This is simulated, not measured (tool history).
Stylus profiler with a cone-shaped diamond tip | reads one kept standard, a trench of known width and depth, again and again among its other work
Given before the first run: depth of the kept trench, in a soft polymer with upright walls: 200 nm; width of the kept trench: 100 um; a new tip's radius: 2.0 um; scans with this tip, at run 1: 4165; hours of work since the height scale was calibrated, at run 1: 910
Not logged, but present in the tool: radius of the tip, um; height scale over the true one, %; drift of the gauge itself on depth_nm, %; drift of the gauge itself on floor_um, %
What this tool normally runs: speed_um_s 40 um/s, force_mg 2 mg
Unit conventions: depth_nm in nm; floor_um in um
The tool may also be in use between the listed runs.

run,day,speed_um_s,force_mg,scans with this tip,hours of work since the height scale was calibrated,depth_nm,floor_um
1,0,40,2,4165,910,201.52,97.85
2,2.392,40,1.39,4301,940,201.15,97.83
3,6.479,40,1.39,4535,991,200.99,97.82
4,9.458,40,1.39,4704,1028,200.86,97.83
5,12.829,40,1.39,4897,1070,200.93,97.78
6,17.892,93,2,5186,1134,201.39,97.58
7,21.129,93,2,5370,1174,201.31,97.53
8,24.942,93,2,5588,1221,201.27,97.54
9,30.271,29,2,5892,1288,201.19,97.78
10,34.246,29,2,6118,1337,201.09,97.79
11,38.012,29,2,6333,1384,200.97,97.8
12,43.271,144,2,6633,1450,201.02,97.26
13,48.429,144,2,6928,1514,200.99,97.31
14,53.433,30,2,7213,1577,201.06,97.72
15,57.896,30,2,7468,1632,200.81,97.69
16,60.162,30,2,7597,1661,200.8,97.69
17,64.804,34,2,7862,1719,200.81,97.65
18,69.021,34,2,8102,1771,201.01,97.59
# day 69.929: height scale calibrated on a step standard
19,71.254,50,1.81,8228,17,202.12,97.56
20,73.675,120,5.34,8367,47,204.28,97.44
21,78.7,13,2.38,8653,109,202.58,97.71
22,83.142,46,1.31,8906,165,201.67,97.57
23,87.525,46,1.31,9157,219,201.48,97.53
24,90.354,46,1.31,9318,255,201.48,97.49
25,95.662,46,1.31,9621,321,201.27,97.49
26,99.967,123,1.88,9866,375,201.96,97.15
27,104.375,123,1.88,10118,430,201.84,97.18
28,108.242,123,1.88,10338,478,201.87,97.14
29,113.417,26,4.58,10634,542,203.49,97.53
30,116.771,87,3.51,10825,584,202.95,97.34
31,120.346,13,0.71,11029,629,200.58,97.52
32,125.367,107,0.96,11315,691,200.78,96.96
33,130.554,40,0.98,11611,756,200.74,97.37
34,133.65,28,3.74,11788,795,203.11,97.47
35,138.229,28,3.74,12049,852,202.67,97.46

Predict each of these 5 candidate next runs independently; none follows another, all start after run 35:
A,143.121,10,5.68,12328,913,?,?
B,143.121,91,4.73,12328,913,?,?
C,143.121,109,1.42,12328,913,?,?
D,143.121,104,3.74,12328,913,?,?
E,143.121,25,4.01,12328,913,?,?

run,depth_nm,floor_um
A,203.83,97.5
B,203.14,97.31
C,201.08,97.05
D,202.66,97.22
E,202.82,97.56
The same runs, with their run-to-run variation unchanged, on a tool lacking any hidden condition would have given:
run,depth_nm,floor_um
A,204.69,98.2
B,204,98.02
C,201.92,97.75
D,203.51,97.92
E,203.67,98.27
